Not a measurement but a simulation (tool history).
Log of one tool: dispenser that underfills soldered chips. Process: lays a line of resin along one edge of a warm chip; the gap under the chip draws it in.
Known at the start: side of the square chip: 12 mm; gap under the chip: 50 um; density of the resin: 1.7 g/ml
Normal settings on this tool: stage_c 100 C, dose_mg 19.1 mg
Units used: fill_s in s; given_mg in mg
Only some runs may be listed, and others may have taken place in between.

run,hour,stage_c,dose_mg,fill_s,given_mg
1,0.0,100,19.1,238.5,18.55
# hour 5.0: new syringe of resin
2,6.2,100,19.1,176.1,18.48
3,14.8,100,19.1,322.2,18.53
# hour 16.0: new syringe of resin
4,20.2,100,23.0,217.6,22.18
# hour 26.6: new syringe of resin
# hour 31.8: dispensing valve cleaned and set on the balance
5,32.1,100,23.0,215.9,23.00
# hour 38.2: new syringe of resin
6,44.8,100,23.0,254.5,22.88
# hour 49.0: new syringe of resin
7,55.3,113,19.1,170.8,18.95
# hour 59.4: new syringe of resin
8,67.4,113,24.4,190.2,24.10
# hour 70.5: new syringe of resin
9,78.1,103,17.6,260.1,17.35
# hour 80.8: new syringe of resin
10,84.3,92,19.1,280.1,18.67
# hour 91.2: new syringe of resin
11,97.0,89,23.2,350.6,22.68

3 ways to go on from here, each from the tool as it stands after run 11. What would each give?
# hour 102.0: new syringe of resin
A,103.8,112,18.7,?,?
# hour 102.0: new syringe of resin
B,103.8,102,18.4,?,?
# hour 102.0: new syringe of resin
C,103.8,107,19.4,?,?

run,fill_s,given_mg
A,128.3,18.15
B,178.2,17.88
C,149.1,18.90
What these runs would have given with no unlogged condition in the tool:
run,fill_s,given_mg
A,100.1,18.66
B,138.2,18.37
C,115.9,19.43

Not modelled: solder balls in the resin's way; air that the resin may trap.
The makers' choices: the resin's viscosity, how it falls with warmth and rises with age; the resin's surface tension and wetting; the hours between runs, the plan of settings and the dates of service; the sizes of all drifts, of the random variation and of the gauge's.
